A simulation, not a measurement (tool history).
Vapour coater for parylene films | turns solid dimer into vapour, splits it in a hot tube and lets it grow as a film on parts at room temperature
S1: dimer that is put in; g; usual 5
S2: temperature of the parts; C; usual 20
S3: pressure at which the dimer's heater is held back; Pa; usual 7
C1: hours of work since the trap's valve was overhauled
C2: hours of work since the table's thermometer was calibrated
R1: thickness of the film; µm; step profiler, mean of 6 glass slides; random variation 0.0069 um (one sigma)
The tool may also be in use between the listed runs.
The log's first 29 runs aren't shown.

Run 30, day 16.833: usual settings but S3 2.5 Pa; C1 95; C2 247. Result: R1 3.535 µm.
Run 31, day 17.338: usual settings but S1 6 g, S3 9.7 Pa; C1 100; C2 252. Result: R1 3.038 µm.
Run 32, day 17.896: usual settings but S1 4 g; C1 105; C2 257. Result: R1 2.199 µm.
Run 33, day 18.412: usual settings but S1 6 g, S2 13 C, S3 3.96 Pa; C1 110; C2 262. Result: R1 4.931 µm.
Run 34, day 18.817: usual settings but S1 6 g, S2 12 C, S3 10.95 Pa; C1 114; C2 266. Result: R1 3.995 µm.
Run 35, day 19.292: usual settings but S1 3 g, S2 13 C, S3 5 Pa; C1 118; C2 271. Result: R1 2.319 µm.
Run 36, day 19.788: usual settings but S1 2 g, S2 19 C, S3 2.59 Pa; C1 123; C2 275. Result: R1 1.449 µm.
Run 37, day 20.175: usual settings but S2 19 C, S3 2.59 Pa; C1 127; C2 279. Result: R1 3.622 µm.
Run 38, day 20.842: usual settings but S2 19 C, S3 2.59 Pa; C1 133; C2 286. Result: R1 3.615 µm.
Run 39, day 21.179: usual settings but S2 18 C; C1 137; C2 289. Result: R1 2.941 µm.
Run 40, day 21.979: usual settings but S1 4 g, S2 31 C, S3 7.07 Pa; C1 145; C2 297. Result: R1 1.439 µm.
Run 41, day 22.654: usual settings but S1 4 g, S2 31 C, S3 7.07 Pa; C1 151; C2 303. Result: R1 1.435 µm.
Run 42, day 23.242: usual settings but S1 4 g, S2 31 C, S3 7.07 Pa; C1 157; C2 309. Result: R1 1.431 µm.
Run 43, day 23.925: usual settings but S2 30 C, S3 2.56 Pa; C1 163; C2 316. Result: R1 2.376 µm.
Run 44, day 24.525: usual settings but S2 30 C, S3 2.56 Pa; C1 169; C2 321. Result: R1 2.375 µm.
Run 45, day 24.879: usual settings but S2 30 C, S3 2.56 Pa; C1 173; C2 325. Result: R1 2.373 µm.
Run 46, day 25.633: usual settings but S2 30 C, S3 2.56 Pa; C1 180; C2 332. Result: R1 2.365 µm.
Run 47, day 26.008: usual settings but S1 9 g, S2 29 C, S3 9.78 Pa; C1 184; C2 336. Result: R1 3.179 µm.

4 ways to go on from here, each from the tool as it stands after run 47. What would each give?
Run A, day 26.354: usual settings but S1 2 g, S2 16 C, S3 11.45 Pa; C1 187; C2 339. Result: R1 ?.
Run B, day 26.354: usual settings but S2 26 C, S3 2.5 Pa; C1 187; C2 339. Result: R1 ?.
Run C, day 26.354: usual settings but S1 9 g, S2 25 C, S3 9.85 Pa; C1 187; C2 339. Result: R1 ?.
Run D, day 26.354: usual settings but S1 3 g, S3 8.22 Pa; C1 187; C2 339. Result: R1 ?.

run     R1
  A  1.118
  B  2.769
  C  3.698
  D  1.562
Without the tool's hidden state the same runs would have given:
run     R1
  A  1.148
  B  2.843
  C  3.798
  D  1.604

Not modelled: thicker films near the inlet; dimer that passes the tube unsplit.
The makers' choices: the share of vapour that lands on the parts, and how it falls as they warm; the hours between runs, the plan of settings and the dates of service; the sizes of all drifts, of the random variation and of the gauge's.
